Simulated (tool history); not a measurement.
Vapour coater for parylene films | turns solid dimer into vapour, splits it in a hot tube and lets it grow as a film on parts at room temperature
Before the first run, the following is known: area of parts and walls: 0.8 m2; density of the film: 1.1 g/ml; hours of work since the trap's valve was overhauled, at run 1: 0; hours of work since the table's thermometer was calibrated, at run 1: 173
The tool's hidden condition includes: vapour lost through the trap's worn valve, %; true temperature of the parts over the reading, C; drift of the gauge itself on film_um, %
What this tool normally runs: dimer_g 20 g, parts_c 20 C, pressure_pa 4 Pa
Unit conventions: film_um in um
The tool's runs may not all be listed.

run	hour	dimer_g	parts_c	pressure_pa	hours of work since the trap's valve was overhauled	hours of work since the table's thermometer was calibrated	film_um
1	0	20	20	4	0	173	14.89
2	12.2	20	20	4	10	183	15.03
3	29.2	20	13	4	23	196	17.32
4	44.9	20	13	4	36	209	17.35
5	56.2	20	13	4	45	218	17.32
6	69.7	9	13	4	56	229	7.79
7	78.9	9	13	4	63	236	7.79
8	91.1	20	20	2.08	73	246	17.36
9	99.3	20	20	2.08	79	252	17.51
10	117.3	15	20	4	93	266	11.15
11	131.1	20	20	5.6	105	278	13.59
12	146.7	20	20	5.6	117	290	13.52
13	160.4	20	20	5.6	128	301	13.65
14	171.5	20	20	4	137	310	14.76
15	182.5	20	20	4	145	318	14.83
16	191.5	20	20	4	153	326	14.8
17	207.7	20	20	2.98	166	339	15.82
18	222.8	20	20	2.98	178	351	15.96
19	233.8	20	20	4	186	359	14.77
20	241.3	20	20	4	192	365	14.78
21	258.5	20	20	4	206	379	14.77
22	266.1	20	20	4	212	385	14.52
23	277.5	20	20	4	221	394	14.61
24	290.6	20	20	4	232	405	14.69
25	308	30	24	4	246	419	20.14
# hour 326.3: trap's valve overhauled
26	326.3	30	24	4	0	430	20.11
27	337.2	30	24	4	9	439	20.16
28	347.3	13	24	6.18	17	447	7.68
29	359.1	12	16	4	26	456	9.58
30	368.1	9	31	4	33	463	5.17
31	382.6	31	25	5.12	45	475	19.3
32	397.3	8	20	4.13	57	486	5.84
33	408.6	19	27	8.68	66	496	9.82
34	425.5	14	27	9.13	79	509	7.16
35	441.4	21	23	4.74	92	522	13.75
36	456.8	14	26	4	104	534	8.88
# hour 472.6: gauge calibrated
37	472.8	15	22	2.27	117	547	12.35
38	489.6	10	20	3.23	130	560	7.89
39	507.2	10	20	8.31	144	574	6.16
40	524.2	10	20	8.31	158	588	6.24
41	537.2	21	24	4	168	598	14.37
42	550.6	11	17	4.5	179	609	8.51
43	567.8	11	17	4.5	192	622	8.5
44	581.7	12	13	7.2	204	634	8.93
45	594.9	26	14	11.76	214	644	16.85
46	610.9	26	19	4.07	227	657	19.44
47	624.7	20	20	5.02	238	668	13.94

Consider 4 possible next runs. They are alternatives, not a sequence: every one starts from the tool as it was left by run 47. What does each give?
A	639.5	14	25	10.31	250	680	?
B	639.5	21	24	5.62	250	680	?
C	639.5	21	20	3.07	250	680	?
D	639.5	20	19	10.47	250	680	?

run	film_um
A	7.31
B	13.01
C	16.58
D	11.93
Without the tool's unlogged condition, the same runs would have read:
run	film_um
A	7.41
B	13.18
C	16.79
D	12.08

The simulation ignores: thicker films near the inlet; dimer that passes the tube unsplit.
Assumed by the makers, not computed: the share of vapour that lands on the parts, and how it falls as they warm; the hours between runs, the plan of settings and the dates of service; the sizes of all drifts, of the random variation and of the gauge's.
